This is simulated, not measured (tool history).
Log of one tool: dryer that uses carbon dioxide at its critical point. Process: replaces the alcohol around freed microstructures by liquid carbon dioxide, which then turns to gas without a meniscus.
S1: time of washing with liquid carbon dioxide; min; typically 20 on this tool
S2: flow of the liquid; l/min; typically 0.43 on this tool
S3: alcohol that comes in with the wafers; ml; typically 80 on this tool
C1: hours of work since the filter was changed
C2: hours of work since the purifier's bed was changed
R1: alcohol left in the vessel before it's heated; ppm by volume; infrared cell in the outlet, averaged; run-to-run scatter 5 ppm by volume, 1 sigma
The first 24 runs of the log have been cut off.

{"run": 25, "hour": 1043.5, "S1": 17, "S2": 0.475, "S3": 117, "C1": 196, "C2": 560, "R1": 241}
{"run": 26, "hour": 1069.9, "S1": 17, "S2": 0.475, "S3": 117, "C1": 212, "C2": 576, "R1": 244}
{"run": 27, "hour": 1107.3, "S1": 21, "S2": 0.43, "S3": 80, "C1": 234, "C2": 598, "R1": 200}
{"run": 28, "hour": 1157.4, "S1": 24, "S2": 0.297, "S3": 27, "C1": 263, "C2": 627, "R1": 230}
{"run": 29, "hour": 1182.0, "S1": 17, "S2": 0.385, "S3": 32, "C1": 278, "C2": 642, "R1": 279}
{"run": 30, "hour": 1232.9, "S1": 17, "S2": 0.446, "S3": 44, "C1": 308, "C2": 671, "R1": 260}
{"hour": 1267.1, "done": "inlet filter changed"}
{"run": 31, "hour": 1267.1, "S1": 17, "S2": 0.407, "S3": 85, "C1": 0, "C2": 691, "R1": 302}
{"run": 32, "hour": 1316.0, "S1": 31, "S2": 0.31, "S3": 22, "C1": 29, "C2": 720, "R1": 221}
{"run": 33, "hour": 1348.7, "S1": 16, "S2": 0.43, "S3": 24, "C1": 48, "C2": 739, "R1": 250}
{"run": 34, "hour": 1398.5, "S1": 20, "S2": 0.328, "S3": 113, "C1": 77, "C2": 768, "R1": 438}
{"run": 35, "hour": 1430.7, "S1": 26, "S2": 0.597, "S3": 24, "C1": 96, "C2": 787, "R1": 240}
{"run": 36, "hour": 1479.7, "S1": 16, "S2": 0.43, "S3": 29, "C1": 125, "C2": 816, "R1": 293}
{"run": 37, "hour": 1539.9, "S1": 23, "S2": 0.531, "S3": 28, "C1": 160, "C2": 851, "R1": 263}
{"run": 38, "hour": 1580.3, "S1": 23, "S2": 0.531, "S3": 28, "C1": 184, "C2": 875, "R1": 254}
{"run": 39, "hour": 1623.6, "S1": 20, "S2": 0.55, "S3": 81, "C1": 209, "C2": 900, "R1": 281}
{"run": 40, "hour": 1667.3, "S1": 20, "S2": 0.55, "S3": 81, "C1": 235, "C2": 926, "R1": 291}
{"run": 41, "hour": 1702.5, "S1": 16, "S2": 0.43, "S3": 80, "C1": 256, "C2": 947, "R1": 422}
{"run": 42, "hour": 1751.2, "S1": 17, "S2": 0.285, "S3": 26, "C1": 284, "C2": 975, "R1": 592}
{"run": 43, "hour": 1777.3, "S1": 20, "S2": 0.297, "S3": 80, "C1": 300, "C2": 991, "R1": 650}
{"hour": 1785.6, "done": "purifier's bed changed"}
{"run": 44, "hour": 1822.2, "S1": 20, "S2": 0.297, "S3": 80, "C1": 324, "C2": 22, "R1": 362}
{"hour": 1827.8, "done": "inlet filter changed"}
{"run": 45, "hour": 1860.7, "S1": 14, "S2": 0.539, "S3": 80, "C1": 19, "C2": 44, "R1": 71}
{"run": 46, "hour": 1917.4, "S1": 19, "S2": 0.27, "S3": 80, "C1": 53, "C2": 77, "R1": 550}

Alternative continuations, all from the tool just after run 46; predict every row:
{"run": "A", "hour": 1950.4, "S1": 19, "S2": 0.6, "S3": 111, "C1": 72, "C2": 96, "R1": "?"}
{"run": "B", "hour": 1950.4, "S1": 20, "S2": 0.278, "S3": 80, "C1": 72, "C2": 96, "R1": "?"}
{"run": "C", "hour": 1950.4, "S1": 13, "S2": 0.634, "S3": 47, "C1": 72, "C2": 96, "R1": "?"}
{"run": "D", "hour": 1950.4, "S1": 24, "S2": 0.293, "S3": 80, "C1": 72, "C2": 96, "R1": "?"}

run=A R1=44
run=B R1=375
run=C R1=49
run=D R1=124
Had the tool no hidden state, the same runs would have come out as:
run=A R1=14
run=B R1=310
run=C R1=16
run=D R1=83
